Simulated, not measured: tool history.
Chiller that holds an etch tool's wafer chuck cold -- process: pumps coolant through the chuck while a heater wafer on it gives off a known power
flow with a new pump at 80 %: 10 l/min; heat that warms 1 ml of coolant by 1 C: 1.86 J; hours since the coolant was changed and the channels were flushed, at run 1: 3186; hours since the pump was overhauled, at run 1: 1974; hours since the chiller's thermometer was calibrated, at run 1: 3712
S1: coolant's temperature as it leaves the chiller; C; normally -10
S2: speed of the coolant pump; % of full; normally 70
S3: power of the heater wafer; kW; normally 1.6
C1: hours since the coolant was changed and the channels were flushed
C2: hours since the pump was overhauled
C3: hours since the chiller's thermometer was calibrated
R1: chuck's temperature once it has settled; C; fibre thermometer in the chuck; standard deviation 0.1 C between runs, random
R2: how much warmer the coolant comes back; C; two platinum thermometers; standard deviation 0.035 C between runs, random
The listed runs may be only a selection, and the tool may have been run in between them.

Run 1, hour 0: usual settings; C1 3186; C2 1974; C3 3712. Result: R1 3 C, R2 6.19 C.
Run 2, hour 36.5: usual settings; C1 3222; C2 2010; C3 3749. Result: R1 2.9 C, R2 6.14 C.
Run 3, hour 95.2: usual settings; C1 3281; C2 2069; C3 3807. Result: R1 3 C, R2 6.13 C.
Run 4, hour 162: usual settings; C1 3348; C2 2136; C3 3874. Result: R1 3 C, R2 6.16 C.
Run 5, hour 240.7: usual settings; C1 3426; C2 2215; C3 3953. Result: R1 3.1 C, R2 6.09 C.
Run 6, hour 315: usual settings; C1 3501; C2 2289; C3 4027. Result: R1 3.1 C, R2 6.16 C.
Run 7, hour 373.2: usual settings but S1 -12 C, S2 80 % of full; C1 3559; C2 2347; C3 4085. Result: R1 0 C, R2 5.32 C.
Run 8, hour 462.6: usual settings but S1 -3 C, S2 72 % of full, S3 1.274 kW; C1 3648; C2 2436; C3 4175. Result: R1 7.5 C, R2 4.74 C.
Run 9, hour 516.3: usual settings but S1 -3 C, S2 74 % of full, S3 1.952 kW; C1 3702; C2 2490; C3 4229. Result: R1 12.6 C, R2 7.08 C.
Run 10, hour 583.8: usual settings but S1 -11 C, S3 1.324 kW; C1 3769; C2 2558; C3 4296. Result: R1 0 C, R2 5.05 C.
Run 11, hour 672.4: usual settings but S1 -7 C, S2 73 % of full; C1 3858; C2 2646; C3 4385. Result: R1 5.8 C, R2 5.85 C.

Each row is a separate what-if for the run after 11, all from the same tool condition, not one after another. Results?
Run A, hour 725.4: usual settings but S1 -4 C, S2 74 % of full; C1 3911; C2 2699; C3 4438. Result: R1 ?, R2 ?.
Run B, hour 725.4: usual settings but S1 -7 C, S2 94 % of full, S3 1.349 kW; C1 3911; C2 2699; C3 4438. Result: R1 ?, R2 ?.
Run C, hour 725.4: usual settings but S1 -7 C, S2 61 % of full, S3 1.777 kW; C1 3911; C2 2699; C3 4438. Result: R1 ?, R2 ?.
Run D, hour 725.4: usual settings but S1 -20 C, S2 86 % of full; C1 3911; C2 2699; C3 4438. Result: R1 ?, R2 ?.
Run E, hour 725.4: usual settings but S1 -7 C, S2 90 % of full; C1 3911; C2 2699; C3 4438. Result: R1 ?, R2 ?.

run    R1    R2
  A   8.7   5.8
  B   2.2  3.79
  C   9.3  8.02
  D  -8.2  4.85
  E     4  4.62
With no hidden state in the tool, these same runs would have given:
run    R1    R2
  A   7.6  5.64
  B   1.3  3.69
  C   7.9  7.79
  D  -9.2  4.72
  E     3  4.49
